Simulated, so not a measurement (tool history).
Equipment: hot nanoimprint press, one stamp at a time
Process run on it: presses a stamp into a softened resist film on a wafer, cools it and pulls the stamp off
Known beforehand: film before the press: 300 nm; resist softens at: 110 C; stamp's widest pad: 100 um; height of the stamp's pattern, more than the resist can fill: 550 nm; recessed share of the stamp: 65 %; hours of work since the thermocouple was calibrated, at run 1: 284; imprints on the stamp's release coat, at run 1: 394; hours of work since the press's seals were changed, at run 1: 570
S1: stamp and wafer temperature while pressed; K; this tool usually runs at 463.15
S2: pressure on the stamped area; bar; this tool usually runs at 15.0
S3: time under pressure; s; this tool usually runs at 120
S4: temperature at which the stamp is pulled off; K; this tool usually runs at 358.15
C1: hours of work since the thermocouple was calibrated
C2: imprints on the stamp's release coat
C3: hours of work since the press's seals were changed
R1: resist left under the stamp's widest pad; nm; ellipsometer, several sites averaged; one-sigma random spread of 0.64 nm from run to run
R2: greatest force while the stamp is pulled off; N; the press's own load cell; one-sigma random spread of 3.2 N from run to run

run 1 day=0.000 | S1=463.15 S2=15.0 S3=120 S4=358.15 | C1=284 C2=394 C3=570 | R1=125.4 R2=180
run 2 day=1.208 | S1=463.15 S2=15.0 S3=120 S4=358.15 | C1=300 C2=515 C3=586 | R1=125.2 R2=189
run 3 day=2.958 | S1=463.15 S2=15.0 S3=120 S4=358.15 | C1=324 C2=691 C3=610 | R1=126.1 R2=210
run 4 day=4.429 | S1=463.15 S2=15.0 S3=120 S4=358.15 | C1=344 C2=838 C3=629 | R1=126.9 R2=211
run 5 day=5.538 | S1=463.15 S2=15.0 S3=120 S4=359.15 | C1=359 C2=949 C3=644 | R1=127.0 R2=221
run 6 day=7.146 | S1=463.15 S2=15.0 S3=120 S4=359.15 | C1=380 C2=1110 C3=666 | R1=126.9 R2=234
run 7 day=8.783 | S1=463.15 S2=15.0 S3=120 S4=359.15 | C1=402 C2=1274 C3=688 | R1=127.9 R2=237
run 8 day=9.575 | S1=463.15 S2=15.0 S3=120 S4=358.15 | C1=413 C2=1353 C3=699 | R1=128.0 R2=260
run 9 day=10.492 | S1=463.15 S2=15.0 S3=120 S4=358.15 | C1=425 C2=1445 C3=711 | R1=128.2 R2=262
run 10 day=12.338 | S1=463.15 S2=15.0 S3=120 S4=352.15 | C1=450 C2=1630 C3=736 | R1=128.8 R2=322
run 11 day=13.846 | S1=459.15 S2=15.0 S3=120 S4=358.15 | C1=471 C2=1781 C3=757 | R1=152.3 R2=283
run 12 day=15.112 | S1=459.15 S2=15.0 S3=120 S4=358.15 | C1=488 C2=1908 C3=774 | R1=153.1 R2=292
-- day=16.675 stamp cleaned and given a new release coat
run 13 day=17.162 | S1=459.15 S2=15.0 S3=120 S4=358.15 | C1=512 C2=48 C3=798 | R1=153.4 R2=169
run 14 day=18.350 | S1=463.15 S2=15.0 S3=161 S4=362.15 | C1=528 C2=167 C3=814 | R1=115.9 R2=153
run 15 day=19.129 | S1=462.15 S2=15.0 S3=189 S4=358.15 | C1=539 C2=245 C3=824 | R1=113.0 R2=171
run 16 day=20.558 | S1=474.15 S2=16.7 S3=79 S4=358.15 | C1=558 C2=388 C3=844 | R1=95.7 R2=194
-- day=21.025 plate thermocouple calibrated
run 17 day=21.621 | S1=463.15 S2=11.0 S3=120 S4=358.15 | C1=8 C2=482 C3=856 | R1=137.0 R2=179
-- day=23.212 press's hydraulic seals changed and the load cell set to zero
run 18 day=23.838 | S1=463.15 S2=11.0 S3=120 S4=358.15 | C1=33 C2=671 C3=8 | R1=135.6 R2=193
run 19 day=24.638 | S1=452.15 S2=22.2 S3=137 S4=361.15 | C1=44 C2=751 C3=19 | R1=151.5 R2=184
run 20 day=26.546 | S1=462.15 S2=19.1 S3=137 S4=356.15 | C1=70 C2=942 C3=45 | R1=105.9 R2=228
run 21 day=28.179 | S1=469.15 S2=19.1 S3=137 S4=358.15 | C1=92 C2=1106 C3=67 | R1=79.0 R2=230
run 22 day=29.950 | S1=463.15 S2=13.7 S3=120 S4=358.15 | C1=116 C2=1283 C3=91 | R1=125.6 R2=236
run 23 day=30.842 | S1=457.15 S2=19.2 S3=120 S4=364.15 | C1=128 C2=1372 C3=103 | R1=138.8 R2=209
run 24 day=31.800 | S1=463.15 S2=10.2 S3=216 S4=357.15 | C1=141 C2=1468 C3=116 | R1=114.1 R2=264
run 25 day=32.912 | S1=471.15 S2=16.9 S3=213 S4=357.15 | C1=156 C2=1580 C3=131 | R1=64.4 R2=281
run 26 day=34.592 | S1=452.15 S2=16.9 S3=213 S4=356.15 | C1=179 C2=1748 C3=154 | R1=148.5 R2=289

Branching from run 26: 5 alternative next runs. What would each branch give?
run A day=35.425 | S1=472.15 S2=15.0 S3=67 S4=346.15 | C1=190 C2=1831 C3=165 | R1=? R2=?
run B day=35.425 | S1=473.15 S2=16.9 S3=213 S4=364.15 | C1=190 C2=1831 C3=165 | R1=? R2=?
run C day=35.425 | S1=452.15 S2=14.0 S3=213 S4=356.15 | C1=190 C2=1831 C3=165 | R1=? R2=?
run D day=35.425 | S1=460.15 S2=16.9 S3=213 S4=354.15 | C1=190 C2=1831 C3=165 | R1=? R2=?
run E day=35.425 | S1=466.15 S2=15.0 S3=120 S4=346.15 | C1=190 C2=1831 C3=165 | R1=? R2=?

run=A R1=109.3 R2=390
run=B R1=59.4 R2=238
run=C R1=160.4 R2=289
run=D R1=102.4 R2=320
run=E R1=107.5 R2=385
Without the tool's hidden state the same runs would have given:
run=A R1=104.8 R2=213
run=B R1=56.8 R2=127
run=C R1=153.1 R2=157
run=D R1=97.3 R2=174
run=E R1=102.7 R2=210
